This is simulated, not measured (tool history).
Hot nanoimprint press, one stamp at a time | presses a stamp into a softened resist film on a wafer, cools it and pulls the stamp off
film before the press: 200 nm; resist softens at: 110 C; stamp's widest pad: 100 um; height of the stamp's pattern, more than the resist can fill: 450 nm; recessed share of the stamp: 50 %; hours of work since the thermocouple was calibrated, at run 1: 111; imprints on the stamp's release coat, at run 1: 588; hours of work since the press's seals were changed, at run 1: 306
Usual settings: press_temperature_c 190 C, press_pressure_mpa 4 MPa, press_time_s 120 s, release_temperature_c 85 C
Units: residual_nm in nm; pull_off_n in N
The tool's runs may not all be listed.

run,day,press_temperature_c,press_pressure_mpa,press_time_s,release_temperature_c,hours of work since the thermocouple was calibrated,imprints on the stamp's release coat,hours of work since the press's seals were changed,residual_nm,pull_off_n
1,0,190,4,120,85,111,588,306,96.8,132
2,1.279,190,4,120,85,127,703,322,96.6,140
# day 2.483: stamp cleaned and given a new release coat
3,3.396,190,4,120,85,151,82,346,96.9,116
4,6.025,190,4,120,85,185,318,379,97.6,124
5,8.417,190,4,120,85,215,534,410,98.8,133
6,9.925,190,2.41,120,85,234,669,429,120.4,136
# day 11.492: stamp cleaned and given a new release coat
7,12.558,190,2.41,120,85,265,96,459,121.6,117
8,15.104,200,4,120,85,297,324,492,77.5,124
9,17.412,200,4,120,85,327,532,521,77.2,130
10,19.388,190,4.64,120,85,352,710,546,93.1,135
# day 20.558: stamp cleaned and given a new release coat
11,21.271,190,4,199,85,372,64,567,82.3,113
12,23.512,190,4,199,85,401,265,596,82.9,126
13,25.8,190,4,199,85,430,471,625,83.4,135
14,27.771,190,4.71,120,85,455,649,650,93.4,138
# day 29.575: stamp cleaned and given a new release coat
# day 30.421: plate thermocouple calibrated
15,30.55,194,4.71,120,83,2,77,681,82.7,116
16,33.15,194,4.71,120,83,35,311,714,81.7,135
17,35.296,187,4.71,120,70,62,504,741,97.8,163
18,37.212,187,4.71,120,70,86,676,765,99,171
# day 38.721: stamp cleaned and given a new release coat
19,39.871,202,6.34,120,85,117,103,796,59.8,116
20,41.562,183,3.41,79,78,139,255,818,138.6,138
21,43.704,190,4,105,85,166,448,845,105,128
22,44.833,191,4,62,85,180,549,859,120.9,131
23,46.392,184,3.97,120,85,200,690,879,115.1,134
# day 46.929: press's hydraulic seals changed and the load cell set to zero
# day 48.138: stamp cleaned and given a new release coat
24,49.283,188,4,120,72,230,103,27,102.1,139
25,51.546,197,3.14,81,81,258,307,56,104.8,131
26,53.883,197,3.14,81,81,288,517,85,104.6,140
27,56.092,190,5.46,120,85,316,716,114,84.3,138
# day 57.204: stamp cleaned and given a new release coat
28,57.9,185,4,63,71,336,63,133,132.5,144

3 ways to go on from here, each from the tool as it stands after run 28. What would each give?
A,60.238,185,3.76,119,82,366,273,163,?,?
B,60.238,193,4,120,85,366,273,163,?,?
C,60.238,190,4,120,84,366,273,163,?,?

run,residual_nm,pull_off_n
A,113.2,127
B,90.5,128
C,96.8,129
Without the tool's hidden state the same runs would have given:
run,residual_nm,pull_off_n
A,110.1,116
B,87.9,117
C,94.1,118
